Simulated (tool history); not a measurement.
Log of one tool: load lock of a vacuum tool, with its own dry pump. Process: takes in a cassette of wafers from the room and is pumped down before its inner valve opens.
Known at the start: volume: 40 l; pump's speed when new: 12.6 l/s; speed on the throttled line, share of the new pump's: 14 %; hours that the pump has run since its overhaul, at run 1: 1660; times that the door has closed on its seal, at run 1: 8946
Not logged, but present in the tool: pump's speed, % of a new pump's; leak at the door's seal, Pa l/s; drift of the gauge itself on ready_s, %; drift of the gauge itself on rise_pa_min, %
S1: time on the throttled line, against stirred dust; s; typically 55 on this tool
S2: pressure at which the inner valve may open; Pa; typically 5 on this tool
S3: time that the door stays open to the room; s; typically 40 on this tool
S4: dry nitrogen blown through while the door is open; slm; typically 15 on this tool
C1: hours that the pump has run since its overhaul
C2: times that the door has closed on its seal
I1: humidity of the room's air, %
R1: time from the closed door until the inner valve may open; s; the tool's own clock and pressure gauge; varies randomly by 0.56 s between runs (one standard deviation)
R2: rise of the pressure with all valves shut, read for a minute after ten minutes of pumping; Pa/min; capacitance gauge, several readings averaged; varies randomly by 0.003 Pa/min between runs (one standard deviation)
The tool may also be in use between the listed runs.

run     hour  S1  S2   S3  S4     C1     C2    I1    R1     R2
  1        0  55   5   40  15   1660   8946  46.2  78.7   0.02
  2    276.8  55   5   40  15   1937   9583  45.3  79.3  0.019
  3    608.4  55   5   40  15   2269  10347  41.7  78.8  0.019
  4    991.9  55   9   40  15   2652  11230  45.8  76.9  0.018
  5   1228.8  55   9   40  15   2889  11775  43.3  76.4  0.023
  6     1597  55   9   40  15   3257  12623  41.7  77.3  0.016
  7   1843.9  55   5   40  15   3504  13191  44.6  78.5  0.014
  8   2192.6  55   5   40  15   3853  13994  47.9    79   0.02
  9   2592.3  55   5   89  15   4253  14914  46.1  79.7  0.029
 10   2971.2  55   5   40  15   4632  15786  47.3  78.8  0.021
 11   3200.4  55   5   40  15   4861  16314  45.9  79.7  0.021
 12   3420.7  60   5   40  15   5081  16821  42.8  83.3  0.017
 13   3629.7  55   5  134  15   5290  17302  41.2  79.9  0.024
 14   4043.5  55   5  134  15   5704  18255  45.6  79.1  0.032
 15     4375  55   5   40  15   6035  19018  46.4  79.9  0.017
 16   4640.3  55   5  134  15   6301  19628  44.1  79.1  0.033
 17   5111.9  55   5   40  15   6772  20714  47.2  79.5  0.018
 18   5306.8  55   5  191  15   6967  21163  44.6  78.6  0.036
 19   5706.2  55   5  191  15   7367  22082  44.8  79.1  0.038
 20   6097.5  55   5  191  15   7758  22983    43  79.1  0.036
 21   6463.9  55  10   40  15   8124  23826  41.6  77.1   0.02
 22   6863.9  54   5   26  28   8524  24747  48.4  77.9  0.007
 23   7118.6  54   5   26   8   8779  25334  44.4  77.9   0.02
 24   7516.8  45   5   40  15   9177  26250  48.3  70.6  0.021
 25   7948.1  45   5   40  15   9608  27243  44.8    71  0.017
 26   8411.4  53   4  167  43  10072  28310  42.4  77.4  0.019
      8576.6  -- dry pump taken out, an overhauled one fitted
 27   8890.1  53   4  167  43    314  29398    44  78.7  0.018
 28   9092.6  57   4  124  43    516  29864  47.3  81.4  0.024
 29   9398.6  57   4  124  43    822  30568  46.1    82  0.023
 30   9773.5  74   8   25  40   1197  31431  45.7    93  0.007
 31  10186.6  55   4   27  14   1610  32382  45.1  80.1  0.017
 32  10599.2  55   4   27  14   2023  33332  44.8  79.4  0.016
 33  10942.7  55   7   40   9   2366  34123  46.4  78.5  0.019
 34  11157.3  55   7   40   9   2581  34617  47.5  77.4  0.025
 35  11514.4  78   4   40  15   2938  35439  47.7  98.7  0.016
 36  11938.6  55  10  121  15   3362  36415  42.8  76.3  0.032
 37  12255.3  47   9   43  21   3679  37144    44  69.6  0.014

Forecast each of these 4 alternatives for the next run:
  A  12533.6  47   9  223   9  3957  37785  43.3   ?   ?
  B  12533.6  47   9   43  21  3957  37785    43   ?   ?
  C  12533.6  33   9   43  21  3957  37785    49   ?   ?
  D  12533.6  90   9   43   7  3957  37785  47.5   ?   ?

run     R1     R2
  A     70  0.046
  B     70  0.021
  C   57.9  0.022
  D  108.4  0.023
Had the tool no hidden state, the same runs would have come out as:
run     R1     R2
  A     70  0.044
  B     70   0.02
  C   57.8  0.021
  D  108.4  0.022

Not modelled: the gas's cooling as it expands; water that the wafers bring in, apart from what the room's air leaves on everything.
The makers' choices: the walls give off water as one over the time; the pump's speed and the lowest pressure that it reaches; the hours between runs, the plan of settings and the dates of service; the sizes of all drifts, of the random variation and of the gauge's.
